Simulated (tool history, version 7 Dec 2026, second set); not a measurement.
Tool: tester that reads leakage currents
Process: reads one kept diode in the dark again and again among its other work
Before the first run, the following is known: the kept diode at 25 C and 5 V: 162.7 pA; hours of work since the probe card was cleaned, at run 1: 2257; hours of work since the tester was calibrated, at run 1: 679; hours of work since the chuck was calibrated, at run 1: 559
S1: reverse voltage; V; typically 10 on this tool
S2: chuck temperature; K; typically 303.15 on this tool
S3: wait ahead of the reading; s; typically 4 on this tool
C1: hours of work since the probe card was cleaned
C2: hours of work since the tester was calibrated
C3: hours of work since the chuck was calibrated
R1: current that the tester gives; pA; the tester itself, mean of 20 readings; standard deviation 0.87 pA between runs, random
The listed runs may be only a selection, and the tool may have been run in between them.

Run 1, hour 0: usual settings; C1 2257; C2 679; C3 559. Result: R1 381.52 pA.
Run 2, hour 57.4: usual settings; C1 2287; C2 709; C3 590. Result: R1 382.09 pA.
Run 3, hour 116.8: usual settings but S3 0.36 s; C1 2319; C2 741; C3 622. Result: R1 386.04 pA.
Run 4, hour 189.8: usual settings but S3 0.36 s; C1 2358; C2 780; C3 660. Result: R1 385.48 pA.
Run 5, hour 257.5: usual settings but S2 304.15 K, S3 0.36 s; C1 2394; C2 816; C3 696. Result: R1 421.1 pA.
Run 6, hour 307.8: usual settings but S2 304.15 K, S3 0.36 s; C1 2420; C2 842; C3 723. Result: R1 420.72 pA.
Run 7, hour 355.9: usual settings but S2 304.15 K, S3 0.36 s; C1 2446; C2 868; C3 749. Result: R1 422.34 pA.
Run 8, hour 420.6: usual settings but S2 304.15 K, S3 0.36 s; C1 2480; C2 902; C3 783. Result: R1 419.25 pA.
At hour 425.6: tester calibrated.
Run 9, hour 454.8: usual settings but S2 304.15 K, S3 0.36 s; C1 2497; C2 15; C3 800. Result: R1 420.44 pA.
Run 10, hour 526.1: usual settings but S3 7.71 s; C1 2535; C2 53; C3 838. Result: R1 380.97 pA.
Run 11, hour 576.8: usual settings but S3 7.71 s; C1 2562; C2 80; C3 865. Result: R1 380.74 pA.
Run 12, hour 631.2: usual settings but S1 9.3 V, S2 296.15 K, S3 9.56 s; C1 2591; C2 109; C3 894. Result: R1 199.74 pA.
At hour 701: tester calibrated, once more.
Run 13, hour 701: usual settings but S1 1.4 V, S2 295.15 K, S3 9.56 s; C1 2627; C2 0; C3 930. Result: R1 68.22 pA.
Run 14, hour 749.2: usual settings but S1 1.4 V, S2 295.15 K, S3 4.76 s; C1 2653; C2 26; C3 955. Result: R1 67.94 pA.
At hour 787.7: probe card cleaned and baked.
Run 15, hour 818.5: usual settings but S1 1.3 V, S2 309.15 K; C1 16; C2 61; C3 991. Result: R1 232.37 pA.
Run 16, hour 886.9: usual settings but S1 11.6 V, S3 3.8 s; C1 53; C2 97; C3 1027. Result: R1 382.59 pA.
Run 17, hour 940.9: usual settings but S1 11.6 V, S2 298.15 K, S3 0.34 s; C1 81; C2 126; C3 1056. Result: R1 241.88 pA.
Run 18, hour 987.3: usual settings but S1 11.6 V, S2 298.15 K, S3 0.34 s; C1 106; C2 151; C3 1080. Result: R1 241.96 pA.
Run 19, hour 1038.7: usual settings but S1 7.3 V, S2 298.15 K, S3 0.34 s; C1 133; C2 178; C3 1108. Result: R1 192.7 pA.
Run 20, hour 1105.3: usual settings but S1 7.3 V, S2 298.15 K, S3 0.34 s; C1 169; C2 213; C3 1143. Result: R1 193.87 pA.
Run 21, hour 1160.2: usual settings but S1 14.2 V, S2 315.15 K, S3 0.87 s; C1 198; C2 242; C3 1172. Result: R1 1246.01 pA.

Describe how what the log doesn't record of the tool's condition differs between the last listed run preceding each entry between runs and the first listed run following it.
Logged between run 8 and run 9: tester calibrated (hour 425.6)
  stray current of the dirty probe card, pA a volt: 2.62 -> 2.641; current scale over the true one, %: -0.47 -> -0.6; true chuck temperature over the reading, C: -0.24 -> -0.25
  measured less the result without the state, R1: +14.93 -> +14.44 pA
Logged between run 12 and run 13: tester calibrated, once more (hour 701)
  stray current of the dirty probe card, pA a volt: 2.739 -> 2.778; current scale over the true one, %: -0.66 -> 0.09; true chuck temperature over the reading, C: -0.28 -> -0.29
  measured less the result without the state, R1: +19.15 -> +2.07 pA
Logged between run 14 and run 15: probe card cleaned and baked (hour 787.7)
  stray current of the dirty probe card, pA a volt: 2.804 -> 0.047; current scale over the true one, %: 0.07 -> 0.05; true chuck temperature over the reading, C: -0.3 -> -0.31
  measured less the result without the state, R1: +2.03 -> -6.41 pA

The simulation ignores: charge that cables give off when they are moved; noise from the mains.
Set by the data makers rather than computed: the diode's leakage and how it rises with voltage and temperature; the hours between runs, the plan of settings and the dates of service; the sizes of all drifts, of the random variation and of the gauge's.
